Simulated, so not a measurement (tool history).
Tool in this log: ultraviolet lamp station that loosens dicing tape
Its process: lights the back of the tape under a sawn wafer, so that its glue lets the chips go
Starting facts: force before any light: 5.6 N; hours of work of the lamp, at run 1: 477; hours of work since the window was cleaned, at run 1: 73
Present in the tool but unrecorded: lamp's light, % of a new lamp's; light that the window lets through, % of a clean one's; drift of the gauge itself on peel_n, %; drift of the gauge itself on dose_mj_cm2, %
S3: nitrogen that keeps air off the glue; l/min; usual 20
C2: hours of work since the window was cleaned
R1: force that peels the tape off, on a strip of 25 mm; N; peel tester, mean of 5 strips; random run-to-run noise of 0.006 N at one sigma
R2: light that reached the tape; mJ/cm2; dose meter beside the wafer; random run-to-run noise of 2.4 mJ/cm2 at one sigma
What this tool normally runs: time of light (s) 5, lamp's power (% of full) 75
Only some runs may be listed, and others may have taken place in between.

{"run": 1, "hour": 0.0, "time of light (s)": 5, "lamp's power (% of full)": 75, "S3": 20, "hours of work of the lamp": 477, "C2": 73, "R1": 0.267, "R2": 204}
{"run": 2, "hour": 37.0, "time of light (s)": 5, "lamp's power (% of full)": 75, "S3": 20, "hours of work of the lamp": 500, "C2": 95, "R1": 0.272, "R2": 208}
{"run": 3, "hour": 63.6, "time of light (s)": 5, "lamp's power (% of full)": 75, "S3": 8, "hours of work of the lamp": 516, "C2": 112, "R1": 0.445, "R2": 202}
{"run": 4, "hour": 86.8, "time of light (s)": 5, "lamp's power (% of full)": 75, "S3": 20, "hours of work of the lamp": 530, "C2": 126, "R1": 0.281, "R2": 202}
{"run": 5, "hour": 120.5, "time of light (s)": 10, "lamp's power (% of full)": 75, "S3": 20, "hours of work of the lamp": 551, "C2": 146, "R1": 0.089, "R2": 395}
{"run": 6, "hour": 149.0, "time of light (s)": 5, "lamp's power (% of full)": 65, "S3": 20, "hours of work of the lamp": 568, "C2": 164, "R1": 0.43, "R2": 171}
{"hour": 152.6, "done": "window cleaned of glue's vapour"}
{"run": 7, "hour": 185.5, "time of light (s)": 5, "lamp's power (% of full)": 65, "S3": 20, "hours of work of the lamp": 590, "C2": 20, "R1": 0.5, "R2": 158}
{"run": 8, "hour": 215.5, "time of light (s)": 5, "lamp's power (% of full)": 65, "S3": 20, "hours of work of the lamp": 608, "C2": 38, "R1": 0.512, "R2": 160}
{"run": 9, "hour": 248.6, "time of light (s)": 5, "lamp's power (% of full)": 65, "S3": 20, "hours of work of the lamp": 629, "C2": 59, "R1": 0.521, "R2": 150}
{"run": 10, "hour": 278.8, "time of light (s)": 5, "lamp's power (% of full)": 65, "S3": 20, "hours of work of the lamp": 647, "C2": 77, "R1": 0.545, "R2": 149}
{"run": 11, "hour": 313.6, "time of light (s)": 10, "lamp's power (% of full)": 85, "S3": 8, "hours of work of the lamp": 668, "C2": 98, "R1": 0.101, "R2": 389}
{"run": 12, "hour": 336.0, "time of light (s)": 4, "lamp's power (% of full)": 74, "S3": 11, "hours of work of the lamp": 682, "C2": 112, "R1": 0.87, "R2": 131}
{"run": 13, "hour": 372.2, "time of light (s)": 5, "lamp's power (% of full)": 84, "S3": 12, "hours of work of the lamp": 704, "C2": 134, "R1": 0.44, "R2": 187}
{"hour": 381.9, "done": "window cleaned of glue's vapour, once more"}
{"run": 14, "hour": 392.2, "time of light (s)": 5, "lamp's power (% of full)": 84, "S3": 12, "hours of work of the lamp": 716, "C2": 6, "R1": 0.288, "R2": 225}
{"run": 15, "hour": 423.7, "time of light (s)": 7, "lamp's power (% of full)": 84, "S3": 9, "hours of work of the lamp": 735, "C2": 26, "R1": 0.167, "R2": 308}
{"run": 16, "hour": 448.4, "time of light (s)": 7, "lamp's power (% of full)": 84, "S3": 9, "hours of work of the lamp": 750, "C2": 41, "R1": 0.17, "R2": 301}
{"run": 17, "hour": 483.4, "time of light (s)": 7, "lamp's power (% of full)": 71, "S3": 6, "hours of work of the lamp": 772, "C2": 62, "R1": 0.33, "R2": 248}
{"run": 18, "hour": 505.9, "time of light (s)": 5, "lamp's power (% of full)": 81, "S3": 20, "hours of work of the lamp": 785, "C2": 76, "R1": 0.28, "R2": 205}

Describe how what the log doesn't record of the tool's condition differs between the last listed run preceding each entry between runs and the first listed run following it.
Runs 6 to 7: window cleaned of glue's vapour (hour 152.6)
  lamp's light, % of a new lamp's: 83.7 -> 83.1; light that the window lets through, % of a clean one's: 92.9 -> 87.3
  what was measured, less what the result would be without the hidden state, R1: +0.190 -> +0.259 N; R2: -48 -> -60 mJ/cm2
Runs 13 to 14: window cleaned of glue's vapour, once more (hour 381.9)
  lamp's light, % of a new lamp's: 79.9 -> 79.5; light that the window lets through, % of a clean one's: 83.1 -> 99.6
  what was measured, less what the result would be without the hidden state, R1: +0.270 -> +0.122 N; R2: -95 -> -59 mJ/cm2
